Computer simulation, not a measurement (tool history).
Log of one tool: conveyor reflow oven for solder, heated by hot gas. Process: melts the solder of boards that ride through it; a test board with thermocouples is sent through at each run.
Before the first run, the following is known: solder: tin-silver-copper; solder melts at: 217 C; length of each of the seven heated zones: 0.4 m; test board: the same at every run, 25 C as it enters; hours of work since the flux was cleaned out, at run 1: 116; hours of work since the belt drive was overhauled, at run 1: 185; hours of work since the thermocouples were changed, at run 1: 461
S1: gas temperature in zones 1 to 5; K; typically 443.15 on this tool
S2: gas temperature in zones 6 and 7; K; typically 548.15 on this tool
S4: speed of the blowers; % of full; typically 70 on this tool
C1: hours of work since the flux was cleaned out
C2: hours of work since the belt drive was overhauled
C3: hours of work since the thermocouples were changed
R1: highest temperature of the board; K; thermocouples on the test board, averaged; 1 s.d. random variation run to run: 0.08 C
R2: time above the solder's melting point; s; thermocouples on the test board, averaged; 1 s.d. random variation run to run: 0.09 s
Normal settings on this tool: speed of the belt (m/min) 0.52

run 1 hour=0 | S1=443.15 S2=548.15 speed_of_the_belt_(m/min)=0.52 S4=70 | C1=116 C2=185 C3=461 | R1=538.51 R2=78.87
run 2 hour=13.2 | S1=449.15 S2=548.15 speed_of_the_belt_(m/min)=0.52 S4=70 | C1=124 C2=193 C3=469 | R1=538.93 R2=81.36
run 3 hour=24.8 | S1=449.15 S2=548.15 speed_of_the_belt_(m/min)=0.52 S4=70 | C1=131 C2=200 C3=476 | R1=538.97 R2=81.13
run 4 hour=31.9 | S1=449.15 S2=548.15 speed_of_the_belt_(m/min)=0.52 S4=70 | C1=135 C2=204 C3=481 | R1=538.94 R2=81.34
run 5 hour=38.2 | S1=443.15 S2=548.15 speed_of_the_belt_(m/min)=0.52 S4=70 | C1=139 C2=208 C3=484 | R1=538.59 R2=78.76
run 6 hour=47.9 | S1=443.15 S2=548.15 speed_of_the_belt_(m/min)=0.52 S4=70 | C1=144 C2=214 C3=490 | R1=538.48 R2=78.75
run 7 hour=58.6 | S1=443.15 S2=548.15 speed_of_the_belt_(m/min)=0.442 S4=58 | C1=151 C2=220 C3=497 | R1=540.63 R2=94.92
-- hour=64.7 flux residue cleaned out of gas plates and filters
run 8 hour=73.5 | S1=448.15 S2=548.15 speed_of_the_belt_(m/min)=0.442 S4=58 | C1=5 C2=226 C3=503 | R1=541.13 R2=96.95
run 9 hour=84.5 | S1=448.15 S2=548.15 speed_of_the_belt_(m/min)=0.442 S4=58 | C1=12 C2=233 C3=509 | R1=541.03 R2=97.09
run 10 hour=94.6 | S1=443.15 S2=560.15 speed_of_the_belt_(m/min)=0.52 S4=55 | C1=18 C2=239 C3=515 | R1=547.66 R2=83.37
run 11 hour=100.6 | S1=449.15 S2=547.15 speed_of_the_belt_(m/min)=0.52 S4=58 | C1=22 C2=242 C3=519 | R1=536.62 R2=79.53
run 12 hour=113.5 | S1=446.15 S2=551.15 speed_of_the_belt_(m/min)=0.568 S4=71 | C1=29 C2=250 C3=527 | R1=539.38 R2=73.05

Predict each of these 4 candidate next runs independently; none follows another, all start after run 12:
run A hour=124.7 | S1=441.15 S2=539.15 speed_of_the_belt_(m/min)=0.5 S4=71 | C1=36 C2=257 C3=533 | R1=? R2=?
run B hour=124.7 | S1=453.15 S2=551.15 speed_of_the_belt_(m/min)=0.52 S4=55 | C1=36 C2=257 C3=533 | R1=? R2=?
run C hour=124.7 | S1=446.15 S2=538.15 speed_of_the_belt_(m/min)=0.568 S4=71 | C1=36 C2=257 C3=533 | R1=? R2=?
run D hour=124.7 | S1=443.15 S2=548.15 speed_of_the_belt_(m/min)=0.52 S4=77 | C1=36 C2=257 C3=533 | R1=? R2=?

run=A R1=530.62 R2=76.81
run=B R1=540.29 R2=83.16
run=C R1=527.54 R2=66.15
run=D R1=539.28 R2=79.33
The same runs, with their run-to-run variation unchanged, on a tool lacking any hidden condition would have given:
run=A R1=530.56 R2=76.76
run=B R1=540.22 R2=83.12
run=C R1=527.48 R2=66.1
run=D R1=539.22 R2=79.28

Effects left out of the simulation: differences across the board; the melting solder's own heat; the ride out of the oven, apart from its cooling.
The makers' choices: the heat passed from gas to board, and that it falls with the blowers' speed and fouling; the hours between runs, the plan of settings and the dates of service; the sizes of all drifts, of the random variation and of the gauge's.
